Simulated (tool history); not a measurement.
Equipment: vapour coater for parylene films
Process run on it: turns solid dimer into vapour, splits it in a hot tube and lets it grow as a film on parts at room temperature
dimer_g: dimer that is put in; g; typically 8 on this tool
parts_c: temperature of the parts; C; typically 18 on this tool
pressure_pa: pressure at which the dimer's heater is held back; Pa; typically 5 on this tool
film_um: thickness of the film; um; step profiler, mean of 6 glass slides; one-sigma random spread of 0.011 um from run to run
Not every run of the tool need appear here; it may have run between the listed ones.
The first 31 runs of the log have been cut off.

run   hour  dimer_g  parts_c  pressure_pa  hours of work since the trap's valve was overhauled  hours of work since the table's thermometer was calibrated  film_um
 32    430        8       18         3.13                                                  195                                                          81     2.29
 33  440.2        3       26         2.16                                                  200                                                          87     0.74
 34  454.4        3       26         2.16                                                  208                                                          94     0.74
 35  470.8        7       15         4.28                                                  217                                                         103     2.07
 36  485.3        7       15         4.28                                                  224                                                         111     2.07
 37    496        3       18         5.87                                                  230                                                         116      0.8
 38  510.6        6       18         5.87                                                  238                                                         124     1.59
 39  525.6       10       16         4.04                                                  246                                                         132     2.89
 40  542.1       10       16         4.04                                                  255                                                         141     2.85
 41  557.5       10       16         4.04                                                  263                                                         149     2.85
 42  569.7        8       18         4.63                                                  269                                                         155     2.17
 43  577.7        5       11         4.63                                                  273                                                         160     1.54
 44    595        9       18            5                                                  283                                                         169     2.42
 45    609        8       18         7.66                                                  290                                                         176     2.05
 46  625.5        8       24            5                                                  299                                                         185     1.91

Each row is a separate what-if for the run after 46, all from the same tool condition, not one after another. Results?
  A   639       10       24         3.64                                                  306                                                         192        ?
  B   639        4       24            5                                                  306                                                         192        ?
  C   639        8       26            5                                                  306                                                         192        ?
  D   639        8       13            5                                                  306                                                         192        ?
  E   639        8       17         5.82                                                  306                                                         192        ?

run  film_um
  A     2.43
  B     0.95
  C     1.82
  D     2.34
  E     2.12
With the hidden condition removed and each run's random variation left untouched, the same runs would have given:
run  film_um
  A     2.61
  B     1.02
  C     1.95
  D     2.51
  E     2.28

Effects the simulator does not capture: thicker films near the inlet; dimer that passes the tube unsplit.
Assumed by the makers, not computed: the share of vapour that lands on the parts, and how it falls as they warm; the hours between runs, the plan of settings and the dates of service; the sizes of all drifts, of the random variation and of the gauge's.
